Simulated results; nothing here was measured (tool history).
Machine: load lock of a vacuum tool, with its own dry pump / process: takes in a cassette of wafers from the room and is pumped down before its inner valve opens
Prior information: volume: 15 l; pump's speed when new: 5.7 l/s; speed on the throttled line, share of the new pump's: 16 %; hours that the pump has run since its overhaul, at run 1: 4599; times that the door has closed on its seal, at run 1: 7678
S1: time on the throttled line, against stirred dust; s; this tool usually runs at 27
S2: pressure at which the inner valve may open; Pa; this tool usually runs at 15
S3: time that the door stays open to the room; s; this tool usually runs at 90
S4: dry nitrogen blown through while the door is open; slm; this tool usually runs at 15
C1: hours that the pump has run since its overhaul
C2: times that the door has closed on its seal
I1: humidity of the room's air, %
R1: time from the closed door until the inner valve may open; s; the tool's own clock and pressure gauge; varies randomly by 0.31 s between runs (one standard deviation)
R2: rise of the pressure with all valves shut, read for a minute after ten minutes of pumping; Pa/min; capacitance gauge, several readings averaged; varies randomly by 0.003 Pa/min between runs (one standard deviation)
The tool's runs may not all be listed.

run 1 hour=0.0 | S1=27 S2=15 S3=90 S4=15 | C1=4599 C2=7678 | I1=42.8 | R1=47.2 R2=0.073
run 2 hour=180.6 | S1=42 S2=15 S3=90 S4=15 | C1=4780 C2=7907 | I1=44.0 | R1=59.6 R2=0.074
run 3 hour=323.5 | S1=42 S2=15 S3=90 S4=15 | C1=4922 C2=8088 | I1=45.5 | R1=60.6 R2=0.078
run 4 hour=594.3 | S1=20 S2=15 S3=90 S4=15 | C1=5193 C2=8432 | I1=45.2 | R1=41.8 R2=0.075
run 5 hour=718.2 | S1=27 S2=15 S3=90 S4=15 | C1=5317 C2=8589 | I1=49.3 | R1=47.8 R2=0.076
run 6 hour=949.6 | S1=27 S2=15 S3=90 S4=15 | C1=5549 C2=8883 | I1=44.8 | R1=47.2 R2=0.080
run 7 hour=1215.4 | S1=27 S2=15 S3=90 S4=15 | C1=5814 C2=9220 | I1=45.4 | R1=47.2 R2=0.083
run 8 hour=1448.5 | S1=27 S2=15 S3=90 S4=15 | C1=6047 C2=9516 | I1=43.0 | R1=47.2 R2=0.082
run 9 hour=1631.0 | S1=27 S2=15 S3=90 S4=15 | C1=6230 C2=9747 | I1=45.2 | R1=47.7 R2=0.084
run 10 hour=1781.4 | S1=27 S2=15 S3=166 S4=15 | C1=6380 C2=9938 | I1=47.7 | R1=47.0 R2=0.097
run 11 hour=1954.2 | S1=27 S2=15 S3=90 S4=23 | C1=6553 C2=10157 | I1=44.7 | R1=47.7 R2=0.085
run 12 hour=2221.7 | S1=27 S2=15 S3=90 S4=23 | C1=6821 C2=10497 | I1=47.0 | R1=47.7 R2=0.087
run 13 hour=2400.1 | S1=27 S2=15 S3=90 S4=23 | C1=6999 C2=10723 | I1=44.9 | R1=48.1 R2=0.084
run 14 hour=2627.6 | S1=27 S2=15 S3=90 S4=15 | C1=7227 C2=11012 | I1=46.4 | R1=47.3 R2=0.091
run 15 hour=2774.2 | S1=27 S2=15 S3=90 S4=15 | C1=7373 C2=11198 | I1=41.6 | R1=48.1 R2=0.093
run 16 hour=2915.0 | S1=27 S2=10 S3=90 S4=15 | C1=7514 C2=11376 | I1=43.7 | R1=49.0 R2=0.094
run 17 hour=3113.7 | S1=27 S2=10 S3=90 S4=15 | C1=7713 C2=11628 | I1=45.7 | R1=49.4 R2=0.096
run 18 hour=3354.1 | S1=27 S2=10 S3=90 S4=15 | C1=7953 C2=11933 | I1=46.5 | R1=49.4 R2=0.099
run 19 hour=3532.2 | S1=28 S2=10 S3=90 S4=9 | C1=8131 C2=12159 | I1=43.0 | R1=49.7 R2=0.102
run 20 hour=3702.9 | S1=42 S2=20 S3=53 S4=19 | C1=8302 C2=12376 | I1=43.1 | R1=59.4 R2=0.092
run 21 hour=3844.5 | S1=27 S2=25 S3=130 S4=10 | C1=8443 C2=12556 | I1=42.6 | R1=46.1 R2=0.112
run 22 hour=3987.3 | S1=28 S2=19 S3=90 S4=6 | C1=8586 C2=12737 | I1=45.0 | R1=47.9 R2=0.112
run 23 hour=4241.7 | S1=28 S2=21 S3=226 S4=11 | C1=8841 C2=13060 | I1=45.5 | R1=47.8 R2=0.125
run 24 hour=4456.1 | S1=20 S2=14 S3=90 S4=38 | C1=9055 C2=13332 | I1=45.1 | R1=43.7 R2=0.100
run 25 hour=4641.3 | S1=23 S2=25 S3=91 S4=8 | C1=9240 C2=13567 | I1=47.1 | R1=43.9 R2=0.117
run 26 hour=4856.4 | S1=27 S2=18 S3=196 S4=41 | C1=9455 C2=13840 | I1=48.1 | R1=47.9 R2=0.109
run 27 hour=5109.6 | S1=37 S2=12 S3=55 S4=15 | C1=9709 C2=14161 | I1=41.5 | R1=57.2 R2=0.108
run 28 hour=5348.6 | S1=37 S2=12 S3=55 S4=15 | C1=9948 C2=14464 | I1=49.3 | R1=57.1 R2=0.111
run 29 hour=5500.0 | S1=37 S2=12 S3=55 S4=15 | C1=10099 C2=14656 | I1=46.9 | R1=57.7 R2=0.104
run 30 hour=5690.4 | S1=37 S2=12 S3=55 S4=15 | C1=10289 C2=14898 | I1=43.8 | R1=58.0 R2=0.111
run 31 hour=5919.9 | S1=45 S2=15 S3=52 S4=10 | C1=10519 C2=15189 | I1=45.2 | R1=62.9 R2=0.117
run 32 hour=6066.4 | S1=27 S2=16 S3=90 S4=4 | C1=10665 C2=15375 | I1=46.9 | R1=48.5 R2=0.133
run 33 hour=6337.6 | S1=27 S2=16 S3=90 S4=21 | C1=10937 C2=15719 | I1=44.6 | R1=49.1 R2=0.115
run 34 hour=6567.9 | S1=27 S2=11 S3=59 S4=7 | C1=11167 C2=16011 | I1=42.7 | R1=50.3 R2=0.123
run 35 hour=6687.9 | S1=27 S2=11 S3=59 S4=7 | C1=11287 C2=16163 | I1=45.0 | R1=49.8 R2=0.126
run 36 hour=6855.1 | S1=40 S2=15 S3=210 S4=9 | C1=11454 C2=16376 | I1=45.6 | R1=60.3 R2=0.147

Predict each of these 5 candidate next runs independently; none follows another, all start after run 36:
run A hour=7008.6 | S1=24 S2=15 S3=127 S4=9 | C1=11608 C2=16570 | I1=46.0 | R1=? R2=?
run B hour=7008.6 | S1=44 S2=15 S3=26 S4=11 | C1=11608 C2=16570 | I1=45.6 | R1=? R2=?
run C hour=7008.6 | S1=27 S2=15 S3=121 S4=15 | C1=11608 C2=16570 | I1=43.9 | R1=? R2=?
run D hour=7008.6 | S1=15 S2=24 S3=90 S4=22 | C1=11608 C2=16570 | I1=47.9 | R1=? R2=?
run E hour=7008.6 | S1=43 S2=24 S3=210 S4=19 | C1=11608 C2=16570 | I1=47.4 | R1=? R2=?

run=A R1=46.9 R2=0.145
run=B R1=62.9 R2=0.118
run=C R1=49.0 R2=0.131
run=D R1=38.6 R2=0.129
run=E R1=60.9 R2=0.142
Had the tool no hidden state, the same runs would have come out as:
run=A R1=43.9 R2=0.057
run=B R1=60.3 R2=0.032
run=C R1=46.1 R2=0.046
run=D R1=35.5 R2=0.041
run=E R1=58.6 R2=0.057

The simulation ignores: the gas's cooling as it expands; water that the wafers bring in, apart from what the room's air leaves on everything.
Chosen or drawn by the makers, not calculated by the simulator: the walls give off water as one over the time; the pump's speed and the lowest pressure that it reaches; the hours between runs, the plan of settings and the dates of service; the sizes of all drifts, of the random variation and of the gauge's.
